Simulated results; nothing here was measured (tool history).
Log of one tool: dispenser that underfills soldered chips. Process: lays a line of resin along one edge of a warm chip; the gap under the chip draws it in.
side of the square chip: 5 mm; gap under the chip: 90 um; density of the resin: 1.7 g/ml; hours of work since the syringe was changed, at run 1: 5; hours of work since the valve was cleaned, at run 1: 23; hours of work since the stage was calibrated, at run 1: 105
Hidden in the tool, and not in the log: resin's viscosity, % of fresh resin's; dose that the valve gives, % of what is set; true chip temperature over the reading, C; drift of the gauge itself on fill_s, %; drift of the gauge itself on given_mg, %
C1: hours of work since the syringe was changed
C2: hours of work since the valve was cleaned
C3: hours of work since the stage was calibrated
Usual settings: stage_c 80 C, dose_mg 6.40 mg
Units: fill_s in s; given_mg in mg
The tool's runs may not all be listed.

run 1 day=0.000 | stage_c=80 dose_mg=6.40 | C1=5 C2=23 C3=105 | fill_s=24.8 given_mg=6.31
-- day=0.029 new syringe of resin
run 2 day=0.225 | stage_c=80 dose_mg=6.40 | C1=3 C2=26 C3=108 | fill_s=21.3 given_mg=6.35
-- day=0.379 new syringe of resin
run 3 day=0.379 | stage_c=80 dose_mg=6.40 | C1=0 C2=29 C3=110 | fill_s=17.1 given_mg=6.30
run 4 day=0.621 | stage_c=80 dose_mg=6.40 | C1=4 C2=32 C3=114 | fill_s=22.5 given_mg=6.32
-- day=0.721 new syringe of resin
run 5 day=0.775 | stage_c=80 dose_mg=6.40 | C1=1 C2=35 C3=116 | fill_s=19.0 given_mg=6.31
run 6 day=0.938 | stage_c=95 dose_mg=6.40 | C1=3 C2=37 C3=119 | fill_s=12.4 given_mg=6.30
-- day=1.071 new syringe of resin
run 7 day=1.171 | stage_c=95 dose_mg=6.40 | C1=2 C2=41 C3=122 | fill_s=10.6 given_mg=6.29
run 8 day=1.279 | stage_c=80 dose_mg=5.82 | C1=3 C2=42 C3=124 | fill_s=22.2 given_mg=5.71
-- day=1.425 new syringe of resin
run 9 day=1.483 | stage_c=80 dose_mg=6.40 | C1=1 C2=45 C3=127 | fill_s=18.2 given_mg=6.27
run 10 day=1.679 | stage_c=80 dose_mg=6.40 | C1=4 C2=48 C3=130 | fill_s=22.7 given_mg=6.29
-- day=1.775 new syringe of resin
run 11 day=1.929 | stage_c=80 dose_mg=6.40 | C1=2 C2=52 C3=134 | fill_s=20.6 given_mg=6.28
run 12 day=2.096 | stage_c=80 dose_mg=6.40 | C1=5 C2=55 C3=137 | fill_s=23.9 given_mg=6.27
-- day=2.121 new syringe of resin
run 13 day=2.358 | stage_c=80 dose_mg=6.40 | C1=4 C2=59 C3=140 | fill_s=22.9 given_mg=6.27
-- day=2.462 new syringe of resin
run 14 day=2.588 | stage_c=80 dose_mg=6.40 | C1=2 C2=62 C3=144 | fill_s=20.7 given_mg=6.24
run 15 day=2.708 | stage_c=80 dose_mg=6.40 | C1=4 C2=64 C3=146 | fill_s=23.5 given_mg=6.24
-- day=2.817 new syringe of resin
run 16 day=2.954 | stage_c=85 dose_mg=6.40 | C1=2 C2=68 C3=149 | fill_s=16.5 given_mg=6.21
-- day=3.162 new syringe of resin
run 17 day=3.179 | stage_c=85 dose_mg=6.40 | C1=0 C2=71 C3=153 | fill_s=14.6 given_mg=6.22
run 18 day=3.342 | stage_c=85 dose_mg=6.40 | C1=3 C2=73 C3=155 | fill_s=17.2 given_mg=6.21
run 19 day=3.450 | stage_c=87 dose_mg=7.08 | C1=5 C2=75 C3=157 | fill_s=18.1 given_mg=6.87
-- day=3.517 new syringe of resin
run 20 day=3.662 | stage_c=78 dose_mg=7.14 | C1=2 C2=78 C3=160 | fill_s=22.4 given_mg=6.95
-- day=3.862 new syringe of resin
run 21 day=3.879 | stage_c=69 dose_mg=5.68 | C1=0 C2=81 C3=163 | fill_s=29.1 given_mg=5.50
-- day=4.058 dispensing valve cleaned and set on the balance
run 22 day=4.171 | stage_c=73 dose_mg=7.21 | C1=4 C2=2 C3=167 | fill_s=30.6 given_mg=7.21
-- day=4.254 new syringe of resin
run 23 day=4.346 | stage_c=86 dose_mg=5.63 | C1=1 C2=4 C3=170 | fill_s=15.9 given_mg=5.59
run 24 day=4.467 | stage_c=86 dose_mg=5.63 | C1=3 C2=6 C3=172 | fill_s=18.1 given_mg=5.61
-- day=4.608 new syringe of resin
run 25 day=4.717 | stage_c=86 dose_mg=5.63 | C1=2 C2=10 C3=175 | fill_s=15.1 given_mg=5.62
run 26 day=4.842 | stage_c=86 dose_mg=5.63 | C1=4 C2=12 C3=177 | fill_s=17.9 given_mg=5.59
-- day=4.954 new syringe of resin
run 27 day=5.075 | stage_c=88 dose_mg=5.69 | C1=2 C2=15 C3=181 | fill_s=15.0 given_mg=5.65
-- day=5.300 new syringe of resin
run 28 day=5.317 | stage_c=80 dose_mg=5.79 | C1=0 C2=19 C3=185 | fill_s=19.3 given_mg=5.74
run 29 day=5.433 | stage_c=80 dose_mg=5.79 | C1=2 C2=21 C3=186 | fill_s=21.3 given_mg=5.76
run 30 day=5.542 | stage_c=68 dose_mg=8.00 | C1=4 C2=22 C3=188 | fill_s=37.0 given_mg=7.91
-- day=5.650 new syringe of resin
run 31 day=5.725 | stage_c=68 dose_mg=8.24 | C1=1 C2=25 C3=191 | fill_s=32.1 given_mg=8.15
run 32 day=5.971 | stage_c=68 dose_mg=8.24 | C1=5 C2=29 C3=195 | fill_s=40.9 given_mg=8.11
-- day=6.004 new syringe of resin
run 33 day=6.229 | stage_c=66 dose_mg=6.18 | C1=4 C2=33 C3=198 | fill_s=39.4 given_mg=6.10
-- day=6.346 new syringe of resin
run 34 day=6.400 | stage_c=80 dose_mg=7.55 | C1=1 C2=35 C3=201 | fill_s=18.8 given_mg=7.42
run 35 day=6.646 | stage_c=81 dose_mg=6.86 | C1=5 C2=39 C3=205 | fill_s=23.1 given_mg=6.74

Forecast each of these 4 alternatives for the next run:
-- day=6.692 new syringe of resin
run A day=6.829 | stage_c=90 dose_mg=7.16 | C1=2 C2=42 C3=207 | fill_s=? given_mg=?
-- day=6.692 new syringe of resin
run B day=6.829 | stage_c=72 dose_mg=5.45 | C1=2 C2=42 C3=207 | fill_s=? given_mg=?
-- day=6.692 new syringe of resin
run C day=6.829 | stage_c=88 dose_mg=7.15 | C1=2 C2=42 C3=207 | fill_s=? given_mg=?
-- day=6.692 new syringe of resin
run D day=6.829 | stage_c=67 dose_mg=6.09 | C1=2 C2=42 C3=207 | fill_s=? given_mg=?

run=A fill_s=13.6 given_mg=7.01
run=B fill_s=29.1 given_mg=5.35
run=C fill_s=15.6 given_mg=7.03
run=D fill_s=35.8 given_mg=6.00
Without the tool's hidden state the same runs would have given:
run=A fill_s=11.3 given_mg=7.13
run=B fill_s=23.8 given_mg=5.45
run=C fill_s=13.0 given_mg=7.16
run=D fill_s=29.3 given_mg=6.10
